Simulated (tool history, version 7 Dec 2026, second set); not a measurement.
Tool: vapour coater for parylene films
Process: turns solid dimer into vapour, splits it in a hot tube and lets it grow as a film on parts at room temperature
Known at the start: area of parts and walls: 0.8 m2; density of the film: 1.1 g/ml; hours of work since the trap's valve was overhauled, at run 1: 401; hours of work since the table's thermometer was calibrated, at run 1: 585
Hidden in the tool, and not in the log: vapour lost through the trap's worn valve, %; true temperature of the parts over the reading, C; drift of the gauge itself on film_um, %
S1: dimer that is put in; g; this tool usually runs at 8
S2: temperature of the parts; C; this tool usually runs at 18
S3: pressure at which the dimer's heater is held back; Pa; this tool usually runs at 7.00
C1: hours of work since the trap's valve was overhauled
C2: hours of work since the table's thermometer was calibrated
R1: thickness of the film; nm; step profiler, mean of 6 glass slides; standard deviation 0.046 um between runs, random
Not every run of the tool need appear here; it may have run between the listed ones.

run,day,S1,S2,S3,C1,C2,R1
1,0.000,8,18,7.00,401,585,4770
2,1.375,8,18,9.72,418,603,4660
3,2.529,8,18,9.72,433,618,4630
4,3.304,8,28,9.72,443,628,2920
5,4.688,8,28,9.72,461,646,2880
6,5.683,8,19,7.00,474,658,4580
7,7.133,8,18,7.00,493,677,4760
8,8.054,8,18,7.00,505,689,4690
9,9.188,8,18,7.00,519,704,4740
10,10.000,8,18,7.00,530,714,4680
11,10.758,8,18,7.00,539,724,4720
12,12.071,8,18,7.00,556,741,4660
13,13.008,8,18,7.00,568,753,4660
14,13.917,11,18,7.00,580,765,6470
15,15.142,6,18,7.00,596,780,3420
16,15.725,6,18,7.00,604,788,3440
17,16.442,6,18,3.80,613,797,3800
18,17.838,6,18,3.80,631,815,3720
19,18.725,6,18,3.80,642,827,3710
20,20.104,7,19,7.65,660,844,3740
# day 21.154: trap's valve overhauled
21,21.704,7,19,2.68,7,863,4620
22,22.800,7,19,2.68,21,877,4660
23,23.821,8,18,2.16,34,890,5660
24,24.696,9,12,5.60,46,902,7430
25,25.662,6,18,6.71,58,914,3710
26,26.279,6,18,6.71,66,922,3690
27,27.275,5,17,4.63,79,935,3370
28,27.862,7,18,2.17,87,942,4890
29,28.767,7,18,2.17,98,954,4860
30,29.762,4,18,2.93,111,967,2730
31,30.429,4,18,2.72,120,976,2720
32,31.662,4,18,2.72,136,991,2700
33,32.562,7,30,8.23,147,1003,2440
34,34.017,7,30,8.23,166,1022,2430
35,35.362,9,18,4.91,183,1039,5600

Here are 5 independent what-if runs from the current tool condition. What would each one return?
A,36.433,7,18,4.91,197,1053,?
B,36.433,10,18,4.91,197,1053,?
C,36.433,12,18,2.27,197,1053,?
D,36.433,9,16,4.91,197,1053,?
E,36.433,10,10,3.78,197,1053,?

run,R1
A,4340
B,6140
C,8330
D,6070
E,9300
What these runs would have given with no unlogged condition in the tool:
run,R1
A,4610
B,6520
C,8850
D,6450
E,9880
